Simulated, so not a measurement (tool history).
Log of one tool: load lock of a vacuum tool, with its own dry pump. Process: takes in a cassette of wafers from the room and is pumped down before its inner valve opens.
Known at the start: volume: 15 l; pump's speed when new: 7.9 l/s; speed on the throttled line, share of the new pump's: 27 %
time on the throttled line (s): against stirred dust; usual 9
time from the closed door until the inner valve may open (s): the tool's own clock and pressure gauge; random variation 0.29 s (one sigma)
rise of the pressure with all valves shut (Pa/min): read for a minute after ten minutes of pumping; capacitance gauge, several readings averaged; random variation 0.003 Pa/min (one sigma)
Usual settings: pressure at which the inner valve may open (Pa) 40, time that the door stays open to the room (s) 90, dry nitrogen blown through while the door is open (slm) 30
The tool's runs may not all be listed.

run	day	time on the throttled line (s)	pressure at which the inner valve may open (Pa)	time that the door stays open to the room (s)	dry nitrogen blown through while the door is open (slm)	incoming humidity of the room's air, %	time from the closed door until the inner valve may open (s)	rise of the pressure with all valves shut (Pa/min)
1	0.000	9	40	90	30	43.1	21.4	0.236
2	6.546	9	40	90	30	44.0	21.8	0.246
3	13.175	9	40	90	30	47.9	21.6	0.257
4	18.300	18	40	90	30	43.8	28.4	0.263
5	23.104	18	40	90	30	43.4	28.0	0.268
6	26.758	18	40	90	30	48.0	28.4	0.284
7	30.550	10	40	90	30	43.6	22.5	0.289
8	37.250	9	38	90	30	46.1	21.3	0.288
9	40.912	9	40	90	30	43.9	21.3	0.301
10	48.217	9	40	90	30	48.3	22.1	0.306
11	55.138	9	40	90	30	44.7	21.7	0.313
12	59.879	9	46	90	30	43.3	22.0	0.333
13	66.450	9	46	90	30	45.1	21.7	0.339
14	69.846	9	46	90	10	44.4	21.8	0.354
15	75.000	9	46	90	11	46.3	21.8	0.363
16	79.167	15	40	90	30	44.5	25.8	0.359
17	86.162	9	40	136	30	45.6	21.5	0.382
18	94.396	9	48	136	5	43.9	20.8	0.426
19	102.112	6	40	90	6	47.2	19.3	0.433
20	106.233	6	40	90	6	46.2	19.9	0.426
21	111.708	6	40	90	6	47.4	19.7	0.442
22	116.246	6	40	90	25	49.3	19.7	0.433
23	122.992	7	57	90	5	44.9	19.8	0.456
24	130.962	7	57	101	28	42.1	20.0	0.449
25	134.392	10	40	90	23	47.9	23.3	0.469
26	141.275	10	40	90	23	43.9	22.8	0.466
27	148.750	9	29	90	12	43.3	22.6	0.506
28	153.738	6	29	122	12	46.7	20.5	0.521
29	157.254	8	42	56	30	44.4	21.0	0.505
30	161.512	9	40	90	30	43.7	22.1	0.526
31	167.350	9	40	69	23	43.1	21.5	0.522
32	171.996	16	59	102	36	44.9	26.6	0.530
33	178.062	8	40	90	6	46.9	20.9	0.584

Forecast each of these 4 alternatives for the next run:
# day 185.096: door's seal changed, seat wiped
A	186.383	6	33	90	17	45.3	?	?
# day 185.096: door's seal changed, seat wiped
B	186.383	9	40	107	30	42.4	?	?
# day 185.096: door's seal changed, seat wiped
C	186.383	8	76	90	6	48.0	?	?
# day 185.096: door's seal changed, seat wiped
D	186.383	14	65	90	21	47.8	?	?

run	time from the closed door until the inner valve may open (s)	rise of the pressure with all valves shut (Pa/min)
A	20.6	0.027
B	22.2	0.022
C	19.5	0.048
D	24.2	0.029
Without the tool's hidden state the same runs would have given:
run	time from the closed door until the inner valve may open (s)	rise of the pressure with all valves shut (Pa/min)
A	20.0	0.026
B	21.6	0.021
C	19.0	0.047
D	23.7	0.028

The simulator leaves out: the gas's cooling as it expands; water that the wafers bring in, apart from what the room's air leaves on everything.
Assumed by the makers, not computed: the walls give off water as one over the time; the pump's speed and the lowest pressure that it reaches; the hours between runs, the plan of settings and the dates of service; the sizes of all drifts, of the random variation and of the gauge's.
